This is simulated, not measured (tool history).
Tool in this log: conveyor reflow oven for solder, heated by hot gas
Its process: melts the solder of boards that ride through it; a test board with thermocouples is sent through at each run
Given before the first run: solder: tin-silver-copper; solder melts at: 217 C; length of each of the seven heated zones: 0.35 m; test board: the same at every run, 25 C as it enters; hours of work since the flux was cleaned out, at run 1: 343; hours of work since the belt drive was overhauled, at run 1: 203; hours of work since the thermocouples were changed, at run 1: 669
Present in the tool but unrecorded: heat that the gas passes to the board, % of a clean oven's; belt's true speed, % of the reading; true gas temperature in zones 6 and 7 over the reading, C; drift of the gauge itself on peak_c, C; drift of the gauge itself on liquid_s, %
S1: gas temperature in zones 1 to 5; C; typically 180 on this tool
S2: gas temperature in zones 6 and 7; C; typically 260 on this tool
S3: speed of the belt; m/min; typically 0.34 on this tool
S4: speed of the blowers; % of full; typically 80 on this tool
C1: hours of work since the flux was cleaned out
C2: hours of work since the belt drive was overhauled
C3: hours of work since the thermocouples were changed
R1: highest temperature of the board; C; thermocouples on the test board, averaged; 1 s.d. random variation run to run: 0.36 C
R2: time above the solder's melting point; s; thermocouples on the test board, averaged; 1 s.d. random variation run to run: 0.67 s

Run 1, hour 0: usual settings; C1 343; C2 203; C3 669. Result: R1 248.4 C, R2 94.1 s.
Run 2, hour 12.2: usual settings but S1 172 C; C1 349; C2 209; C3 676. Result: R1 247.4 C, R2 86.3 s.
Run 3, hour 20.9: usual settings but S1 172 C, S4 84 % of full; C1 354; C2 214; C3 681. Result: R1 247.9 C, R2 86.9 s.
Run 4, hour 32.8: usual settings but S1 172 C, S4 84 % of full; C1 361; C2 221; C3 687. Result: R1 248 C, R2 87.8 s.
Run 5, hour 45.8: usual settings but S3 0.307 m/min; C1 368; C2 228; C3 695. Result: R1 251.5 C, R2 107.5 s.
Run 6, hour 56: usual settings but S3 0.307 m/min; C1 374; C2 234; C3 700. Result: R1 250.6 C, R2 109.3 s.
At hour 61.7: flux residue cleaned out of gas plates and filters.
Run 7, hour 70.4: usual settings but S3 0.321 m/min; C1 5; C2 239; C3 706. Result: R1 249.7 C, R2 101.1 s.
Run 8, hour 84.7: usual settings but S1 167 C, S3 0.376 m/min, S4 78 % of full; C1 13; C2 247; C3 714. Result: R1 243.4 C, R2 67.8 s.
Run 9, hour 92.3: usual settings but S1 171 C, S2 266 C, S3 0.341 m/min, S4 55 % of full; C1 17; C2 252; C3 718. Result: R1 246.1 C, R2 81.9 s.
Run 10, hour 106: usual settings but S2 275 C, S4 53 % of full; C1 25; C2 259; C3 726. Result: R1 255.2 C, R2 98 s.
Run 11, hour 114.4: usual settings but S2 275 C, S4 53 % of full; C1 30; C2 264; C3 730. Result: R1 254.9 C, R2 98 s.

Predict the results of run 12:
Run 12, hour 128.3: usual settings but S1 184 C, S2 266 C, S3 0.35 m/min, S4 60 % of full; C1 37; C2 272; C3 738. Result: R1 ?, R2 ?.

R1: 249.7 C
R2: 91.8 s
On a tool with no hidden condition, and with the same random variation, this run would have come out at R1 249.5 C, R2 91.7 s.
